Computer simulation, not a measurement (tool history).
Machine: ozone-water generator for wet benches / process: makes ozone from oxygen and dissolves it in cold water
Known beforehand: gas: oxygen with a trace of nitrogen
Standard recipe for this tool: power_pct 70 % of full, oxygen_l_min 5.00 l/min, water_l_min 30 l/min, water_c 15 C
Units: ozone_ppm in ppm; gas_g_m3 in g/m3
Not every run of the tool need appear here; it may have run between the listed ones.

run,hour,power_pct,oxygen_l_min,water_l_min,water_c,ozone_ppm,gas_g_m3
1,0.0,70,5.00,30,15,11.3,155.1
2,58.7,70,5.00,30,15,11.2,153.3
3,151.0,70,5.00,30,15,11.1,153.2
4,254.0,70,5.00,30,15,11.3,154.4
5,320.0,85,5.00,30,15,13.0,178.3
6,399.2,70,5.00,30,15,11.4,151.4
7,443.8,70,5.00,30,15,11.2,153.1
8,504.4,70,5.00,39,15,9.0,152.8
9,586.8,70,5.00,30,7,12.1,153.3
10,666.5,70,5.00,30,7,12.3,153.9
11,726.4,70,5.00,23,7,15.6,153.7
12,804.6,70,5.00,23,7,15.5,152.2
13,854.1,70,5.00,23,7,15.6,154.0
14,895.5,70,5.00,23,7,15.4,153.0
15,970.6,70,5.00,22,15,14.6,153.2
16,1058.7,70,5.00,20,15,15.8,151.6
17,1122.5,70,5.00,30,15,11.4,151.3
18,1202.0,70,5.00,18,15,17.4,151.1
19,1302.1,70,5.00,40,13,8.9,152.3
20,1369.3,70,7.15,30,15,12.0,126.4
21,1465.6,70,7.15,30,15,11.7,126.4
22,1546.2,70,7.15,30,15,12.0,126.4
23,1604.2,70,7.15,30,15,12.0,127.9
24,1696.7,83,3.59,32,20,10.7,202.5
25,1772.7,70,5.00,25,12,13.9,150.8
26,1856.4,70,5.00,25,12,13.7,151.4
27,1936.6,70,5.00,24,19,13.3,151.6
28,2027.1,45,5.64,24,8,10.9,103.0
29,2110.1,41,5.64,40,8,6.3,95.3
30,2161.8,41,5.64,40,8,6.4,95.3
31,2203.8,70,8.41,30,15,12.2,117.3
32,2306.8,70,5.00,22,15,14.6,150.5
33,2362.5,70,5.00,22,15,14.7,150.3
34,2462.5,70,5.00,22,15,15.0,150.4

Below are 3 alternative next runs, each starting from the tool's condition after run 34. Predict each:
A,2526.7,47,3.24,44,15,?,?
B,2526.7,58,5.00,35,18,?,?
C,2526.7,70,8.76,22,15,?,?

run,ozone_ppm,gas_g_m3
A,5.1,138.2
B,8.4,129.9
C,15.2,112.9
Take away the tool's hidden state, keep each run's random variation, and the runs would have read:
run,ozone_ppm,gas_g_m3
A,5.1,141.9
B,8.4,133.4
C,15.2,116.0
